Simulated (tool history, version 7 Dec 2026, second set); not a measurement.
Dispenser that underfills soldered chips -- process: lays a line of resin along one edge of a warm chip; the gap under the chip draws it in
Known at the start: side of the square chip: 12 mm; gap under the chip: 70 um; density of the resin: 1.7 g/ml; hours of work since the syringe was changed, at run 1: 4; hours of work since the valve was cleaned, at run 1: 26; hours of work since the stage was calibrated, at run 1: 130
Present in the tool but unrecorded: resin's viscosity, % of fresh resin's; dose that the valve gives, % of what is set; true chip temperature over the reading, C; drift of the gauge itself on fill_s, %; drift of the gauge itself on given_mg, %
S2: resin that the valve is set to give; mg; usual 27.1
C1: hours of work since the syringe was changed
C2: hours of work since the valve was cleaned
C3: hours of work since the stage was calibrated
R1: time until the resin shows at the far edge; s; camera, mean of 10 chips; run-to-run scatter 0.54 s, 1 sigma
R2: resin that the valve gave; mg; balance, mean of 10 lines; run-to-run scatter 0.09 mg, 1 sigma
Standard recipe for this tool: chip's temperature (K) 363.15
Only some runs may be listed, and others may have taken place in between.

Run 1, hour 0: usual settings; C1 4; C2 26; C3 130. Result: R1 54.1 s, R2 26.89 mg.
Run 2, hour 4.4: usual settings but S2 24.6 mg; C1 7; C2 28; C3 133. Result: R1 61.3 s, R2 24.28 mg.
Run 3, hour 9.3: usual settings; C1 10; C2 31; C3 136. Result: R1 70.3 s, R2 26.76 mg.
At hour 9.8: new syringe of resin.
Run 4, hour 14.4: usual settings but S2 23.6 mg; C1 3; C2 34; C3 139. Result: R1 53.8 s, R2 23.26 mg.
Run 5, hour 18.7: usual settings but S2 23.6 mg; C1 6; C2 37; C3 142. Result: R1 60.5 s, R2 23.09 mg.
Run 6, hour 24.5: usual settings but S2 23.5 mg; C1 9; C2 41; C3 145. Result: R1 71.1 s, R2 23.01 mg.
At hour 25.8: new syringe of resin.
Run 7, hour 28.7: usual settings but S2 23.5 mg; C1 2; C2 43; C3 148. Result: R1 52 s, R2 23.12 mg.
Run 8, hour 31.6: usual settings but chip's temperature (K) 368.15, S2 28 mg; C1 4; C2 45; C3 150. Result: R1 44.2 s, R2 27.29 mg.
Run 9, hour 37: usual settings but chip's temperature (K) 356.15, S2 28.9 mg; C1 7; C2 48; C3 153. Result: R1 84.9 s, R2 28.06 mg.
Run 10, hour 40.1: usual settings but chip's temperature (K) 356.15, S2 28.9 mg; C1 9; C2 50; C3 155. Result: R1 91 s, R2 28.22 mg.
At hour 41.9: new syringe of resin.
Run 11, hour 43.3: usual settings but chip's temperature (K) 351.15, S2 27.4 mg; C1 1; C2 52; C3 157. Result: R1 79.7 s, R2 26.65 mg.
Run 12, hour 47.9: usual settings but chip's temperature (K) 351.15, S2 27.4 mg; C1 4; C2 55; C3 160. Result: R1 89.8 s, R2 26.67 mg.
At hour 49.8: dispensing valve cleaned and set on the balance.
Run 13, hour 53: usual settings but chip's temperature (K) 370.15, S2 24.5 mg; C1 6; C2 2; C3 162. Result: R1 46.1 s, R2 24.48 mg.
At hour 58.7: new syringe of resin.
Run 14, hour 59.3: usual settings but chip's temperature (K) 357.15, S2 29.4 mg; C1 0; C2 6; C3 166. Result: R1 60 s, R2 29.55 mg.

4 ways to go on from here, each from the tool as it stands after run 14. What would each give?
Run A, hour 64.7: usual settings but chip's temperature (K) 358.15, S2 33.4 mg; C1 4; C2 9; C3 170. Result: R1 ?, R2 ?.
Run B, hour 64.7: usual settings but chip's temperature (K) 353.15, S2 24.7 mg; C1 4; C2 9; C3 170. Result: R1 ?, R2 ?.
Run C, hour 64.7: usual settings but chip's temperature (K) 374.15, S2 24.1 mg; C1 4; C2 9; C3 170. Result: R1 ?, R2 ?.
Run D, hour 64.7: usual settings but chip's temperature (K) 350.15, S2 24.5 mg; C1 4; C2 9; C3 170. Result: R1 ?, R2 ?.

run    R1     R2
  A  66.6  33.55
  B  85.5  24.65
  C  35.6  24.08
  D  96.8  24.46
Without the tool's hidden state the same runs would have given:
run    R1     R2
  A  55.3  33.56
  B    71  24.65
  C  29.6  24.08
  D  80.4  24.46

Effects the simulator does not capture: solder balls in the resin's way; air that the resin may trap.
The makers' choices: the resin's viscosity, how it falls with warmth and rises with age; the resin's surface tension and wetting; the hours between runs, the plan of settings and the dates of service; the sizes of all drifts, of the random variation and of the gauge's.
